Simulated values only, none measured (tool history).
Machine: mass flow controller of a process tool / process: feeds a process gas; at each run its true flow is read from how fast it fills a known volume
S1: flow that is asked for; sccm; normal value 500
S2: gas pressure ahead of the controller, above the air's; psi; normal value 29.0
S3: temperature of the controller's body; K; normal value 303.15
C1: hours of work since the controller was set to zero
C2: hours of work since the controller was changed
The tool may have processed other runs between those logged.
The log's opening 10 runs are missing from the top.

{"run": 11, "hour": 2842.3, "S1": 500, "S2": 29.0, "S3": 306.15, "C1": 2634, "C2": 2634, "true flow (%)": 99.58}
{"run": 12, "hour": 3163.7, "S1": 500, "S2": 29.0, "S3": 306.15, "C1": 2733, "C2": 2733, "true flow (%)": 99.78}
{"run": 13, "hour": 3359.9, "S1": 500, "S2": 29.0, "S3": 306.15, "C1": 2793, "C2": 2793, "true flow (%)": 100.02}
{"run": 14, "hour": 3644.7, "S1": 500, "S2": 29.0, "S3": 306.15, "C1": 2881, "C2": 2881, "true flow (%)": 100.12}
{"run": 15, "hour": 3992.4, "S1": 500, "S2": 29.0, "S3": 306.15, "C1": 2989, "C2": 2989, "true flow (%)": 100.19}
{"run": 16, "hour": 4354.0, "S1": 500, "S2": 29.0, "S3": 306.15, "C1": 3101, "C2": 3101, "true flow (%)": 100.45}
{"run": 17, "hour": 4536.8, "S1": 500, "S2": 29.0, "S3": 306.15, "C1": 3157, "C2": 3157, "true flow (%)": 100.51}
{"run": 18, "hour": 4729.1, "S1": 612, "S2": 29.6, "S3": 299.15, "C1": 3217, "C2": 3217, "true flow (%)": 101.57}

Expected results for the next run?
{"run": 19, "hour": 4922.5, "S1": 434, "S2": 29.6, "S3": 296.15, "C1": 3276, "C2": 3276, "true flow (%)": "?"}

{"run 19": {"true flow (%)": 101.34}}
Take away the tool's hidden state, keep the run-to-run variation as it was, and the same run would have given true flow (%) 98.69.
